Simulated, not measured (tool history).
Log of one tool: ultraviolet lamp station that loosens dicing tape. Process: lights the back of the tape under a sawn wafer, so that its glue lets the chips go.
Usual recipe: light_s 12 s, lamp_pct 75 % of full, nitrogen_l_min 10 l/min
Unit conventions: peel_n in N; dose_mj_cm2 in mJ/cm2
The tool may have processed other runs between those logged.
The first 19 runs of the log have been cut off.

{"run": 20, "hour": 688.6, "light_s": 12, "lamp_pct": 75, "nitrogen_l_min": 10, "peel_n": 1.004, "dose_mj_cm2": 145}
{"hour": 691.7, "done": "window cleaned of glue's vapour"}
{"run": 21, "hour": 734.0, "light_s": 12, "lamp_pct": 75, "nitrogen_l_min": 10, "peel_n": 0.925, "dose_mj_cm2": 153}
{"run": 22, "hour": 779.0, "light_s": 12, "lamp_pct": 75, "nitrogen_l_min": 4, "peel_n": 1.333, "dose_mj_cm2": 150}
{"run": 23, "hour": 818.9, "light_s": 12, "lamp_pct": 75, "nitrogen_l_min": 4, "peel_n": 1.34, "dose_mj_cm2": 148}
{"run": 24, "hour": 843.7, "light_s": 13, "lamp_pct": 75, "nitrogen_l_min": 10, "peel_n": 0.875, "dose_mj_cm2": 163}
{"run": 25, "hour": 871.1, "light_s": 9, "lamp_pct": 75, "nitrogen_l_min": 15, "peel_n": 1.214, "dose_mj_cm2": 107}
{"run": 26, "hour": 900.5, "light_s": 9, "lamp_pct": 75, "nitrogen_l_min": 15, "peel_n": 1.295, "dose_mj_cm2": 107}
{"run": 27, "hour": 935.4, "light_s": 23, "lamp_pct": 75, "nitrogen_l_min": 11, "peel_n": 0.324, "dose_mj_cm2": 268}
{"run": 28, "hour": 968.9, "light_s": 18, "lamp_pct": 87, "nitrogen_l_min": 7, "peel_n": 0.528, "dose_mj_cm2": 237}
{"run": 29, "hour": 1004.0, "light_s": 21, "lamp_pct": 87, "nitrogen_l_min": 7, "peel_n": 0.411, "dose_mj_cm2": 274}
{"hour": 1015.6, "done": "lamp changed"}
{"run": 30, "hour": 1030.0, "light_s": 6, "lamp_pct": 92, "nitrogen_l_min": 19, "peel_n": 1.067, "dose_mj_cm2": 121}
{"run": 31, "hour": 1068.4, "light_s": 12, "lamp_pct": 75, "nitrogen_l_min": 11, "peel_n": 0.621, "dose_mj_cm2": 192}
{"run": 32, "hour": 1112.5, "light_s": 24, "lamp_pct": 64, "nitrogen_l_min": 11, "peel_n": 0.231, "dose_mj_cm2": 321}
{"run": 33, "hour": 1158.1, "light_s": 20, "lamp_pct": 64, "nitrogen_l_min": 4, "peel_n": 0.624, "dose_mj_cm2": 258}
{"run": 34, "hour": 1197.1, "light_s": 15, "lamp_pct": 75, "nitrogen_l_min": 15, "peel_n": 0.405, "dose_mj_cm2": 222}
{"run": 35, "hour": 1226.6, "light_s": 15, "lamp_pct": 75, "nitrogen_l_min": 15, "peel_n": 0.429, "dose_mj_cm2": 218}
{"run": 36, "hour": 1274.7, "light_s": 15, "lamp_pct": 75, "nitrogen_l_min": 15, "peel_n": 0.425, "dose_mj_cm2": 213}

Predict the results of run 37:
{"hour": 1311.4, "done": "window cleaned of glue's vapour"}
{"run": 37, "hour": 1322.8, "light_s": 15, "lamp_pct": 75, "nitrogen_l_min": 15, "peel_n": "?", "dose_mj_cm2": "?"}

peel_n: 0.377 N
dose_mj_cm2: 235 mJ/cm2
Take away the tool's hidden state, keep the run-to-run variation as it was, and the same run would have given peel_n 0.302 N, dose_mj_cm2 262 mJ/cm2.
